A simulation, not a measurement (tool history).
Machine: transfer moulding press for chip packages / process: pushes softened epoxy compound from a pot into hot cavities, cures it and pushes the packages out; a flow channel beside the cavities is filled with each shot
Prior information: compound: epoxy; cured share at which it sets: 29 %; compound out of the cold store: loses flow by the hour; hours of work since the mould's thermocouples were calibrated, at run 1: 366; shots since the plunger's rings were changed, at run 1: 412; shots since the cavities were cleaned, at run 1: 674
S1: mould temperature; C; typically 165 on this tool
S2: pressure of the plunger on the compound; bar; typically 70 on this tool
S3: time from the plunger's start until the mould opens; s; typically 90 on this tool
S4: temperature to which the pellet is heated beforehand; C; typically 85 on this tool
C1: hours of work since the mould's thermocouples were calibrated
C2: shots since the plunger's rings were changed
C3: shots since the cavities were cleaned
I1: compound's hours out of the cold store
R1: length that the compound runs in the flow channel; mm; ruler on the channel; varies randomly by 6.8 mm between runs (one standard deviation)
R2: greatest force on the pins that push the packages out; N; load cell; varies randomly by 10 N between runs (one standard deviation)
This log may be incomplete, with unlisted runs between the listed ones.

run 1 hour=0 | S1=165 S2=70 S3=90 S4=85 | C1=366 C2=412 C3=674 | I1=12.3 | R1=778 R2=969
-- hour=49.2 cavities cleaned with cleaning compound and waxed
run 2 hour=50.2 | S1=165 S2=70 S3=90 S4=85 | C1=390 C2=830 C3=9 | I1=42.6 | R1=715 R2=1309
run 3 hour=104.2 | S1=165 S2=70 S3=114 S4=85 | C1=416 C2=1293 C3=472 | I1=36.5 | R1=722 R2=1070
run 4 hour=156.3 | S1=165 S2=70 S3=114 S4=85 | C1=441 C2=1740 C3=919 | I1=16.7 | R1=749 R2=1012
-- hour=176.3 cavities cleaned with cleaning compound and waxed
run 5 hour=216.1 | S1=165 S2=70 S3=90 S4=85 | C1=469 C2=2240 C3=341 | I1=29.5 | R1=718 R2=856
-- hour=220.9 cavities cleaned with cleaning compound and waxed, once more
run 6 hour=249.3 | S1=165 S2=70 S3=90 S4=85 | C1=484 C2=2512 C3=243 | I1=11.3 | R1=754 R2=805
run 7 hour=296.6 | S1=159 S2=70 S3=90 S4=85 | C1=507 C2=2918 C3=649 | I1=15.2 | R1=768 R2=1459
-- hour=348.9 cavities cleaned with cleaning compound and waxed
run 8 hour=359.4 | S1=159 S2=70 S3=90 S4=85 | C1=536 C2=3444 C3=90 | I1=20.1 | R1=748 R2=922
run 9 hour=430.2 | S1=159 S2=70 S3=74 S4=85 | C1=570 C2=4052 C3=698 | I1=22.6 | R1=729 R2=2235
-- hour=474.2 cavities cleaned with cleaning compound and waxed
run 10 hour=501 | S1=159 S2=70 S3=74 S4=85 | C1=603 C2=4647 C3=230 | I1=13.3 | R1=760 R2=1814
-- hour=517.8 mould's thermocouples calibrated
run 11 hour=541.8 | S1=165 S2=70 S3=90 S4=77 | C1=12 C2=4979 C3=562 | I1=23.4 | R1=700 R2=984
run 12 hour=580.1 | S1=165 S2=70 S3=100 S4=83 | C1=30 C2=5308 C3=891 | I1=29.8 | R1=687 R2=952
-- hour=604.8 cavities cleaned with cleaning compound and waxed
-- hour=627.4 plunger's sealing rings changed
run 13 hour=654.6 | S1=159 S2=86.1 S3=100 S4=84 | C1=64 C2=233 C3=406 | I1=38.5 | R1=811 R2=1045
run 14 hour=726 | S1=160 S2=79.8 S3=113 S4=85 | C1=98 C2=846 C3=1019 | I1=17.6 | R1=833 R2=1034
-- hour=734.1 cavities cleaned with cleaning compound and waxed
run 15 hour=782 | S1=171 S2=80.4 S3=101 S4=91 | C1=124 C2=1313 C3=410 | I1=43.1 | R1=720 R2=799
run 16 hour=840.2 | S1=169 S2=84.5 S3=101 S4=91 | C1=152 C2=1813 C3=910 | I1=29.5 | R1=770 R2=960
-- hour=857.9 cavities cleaned with cleaning compound and waxed
run 17 hour=885 | S1=165 S2=55.8 S3=106 S4=85 | C1=173 C2=2185 C3=233 | I1=33.8 | R1=638 R2=718

Predict each of these 3 candidate next runs independently; none follows another, all start after run 17:
run A hour=936.7 | S1=165 S2=59.9 S3=90 S4=85 | C1=198 C2=2628 C3=676 | I1=35.6 | R1=? R2=?
run B hour=936.7 | S1=165 S2=71 S3=126 S4=85 | C1=198 C2=2628 C3=676 | I1=14.1 | R1=? R2=?
run C hour=936.7 | S1=171 S2=62.2 S3=90 S4=85 | C1=198 C2=2628 C3=676 | I1=16.8 | R1=? R2=?

run=A R1=661 R2=969
run=B R1=755 R2=898
run=C R1=690 R2=903
Stripped of hidden state, with their random variation kept, the same runs would have yielded:
run=A R1=684 R2=462
run=B R1=781 R2=437
run=C R1=714 R2=437

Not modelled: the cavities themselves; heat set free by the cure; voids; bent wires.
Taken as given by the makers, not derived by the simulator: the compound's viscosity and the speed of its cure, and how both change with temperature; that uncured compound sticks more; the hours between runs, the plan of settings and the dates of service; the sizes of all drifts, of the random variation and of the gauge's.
